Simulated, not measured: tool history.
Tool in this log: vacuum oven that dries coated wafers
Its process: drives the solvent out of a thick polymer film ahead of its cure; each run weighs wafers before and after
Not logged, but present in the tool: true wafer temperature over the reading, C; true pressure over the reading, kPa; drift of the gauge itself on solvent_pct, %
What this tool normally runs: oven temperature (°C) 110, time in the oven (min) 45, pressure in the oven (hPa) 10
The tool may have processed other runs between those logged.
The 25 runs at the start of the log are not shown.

run     day  oven temperature (°C)  time in the oven (min)  pressure in the oven (hPa)  hours of work since the thermocouples were calibrated  hours of work since the vacuum gauge was cleaned of residue  solvent left in the film (%)
     32.188  -- vacuum gauge cleaned of residue and calibrated
 26    32.2                    123                      64                         5.4                                                   1432                                                            0                           0.4
 27  33.342                    123                      37                        38.9                                                   1448                                                           16                          3.86
 28  34.208                    123                      37                        38.9                                                   1460                                                           28                          3.88
 29  35.242                    123                      37                          32                                                   1474                                                           43                          3.17
 30  36.083                    117                      62                          10                                                   1486                                                           54                          1.21
 31  37.471                    111                      27                         9.6                                                   1505                                                           74                          3.43
 32  38.204                    110                      65                        10.3                                                   1515                                                           84                          1.82
 33  39.646                    117                      45                        29.4                                                   1535                                                          104                          3.66
 34  40.971                    117                      45                        29.4                                                   1554                                                          122                          3.59
 35  42.575                    111                      74                         5.5                                                   1576                                                          145                          1.06
 36  43.425                    117                      45                          10                                                   1588                                                          157                          1.33
 37  44.792                    117                      45                          10                                                   1607                                                          176                          1.37
 38  46.458                    110                      66                         8.6                                                   1630                                                          199                          1.63
 39  47.525                    102                      40                          10                                                   1645                                                          214                          4.42
 40  48.558                    102                      26                          10                                                   1660                                                          228                           6.2
 41  50.217                    102                      26                          10                                                   1683                                                          251                          6.28
 42  51.121                    102                      26                          10                                                   1695                                                          264                          6.11

3 ways to go on from here, each from the tool as it stands after run 42. What would each give?
  A  52.367                    113                      29                          10                                                   1713                                                          281                             ?
  B  52.367                    105                      59                          10                                                   1713                                                          281                             ?
  C  52.367                    112                      69                        19.1                                                   1713                                                          281                             ?

run  solvent left in the film (%)
  A                          2.93
  B                          2.71
  C                          2.89
Without the tool's unlogged condition, the same runs would have read:
run  solvent left in the film (%)
  A                          2.47
  B                          2.25
  C                          2.55
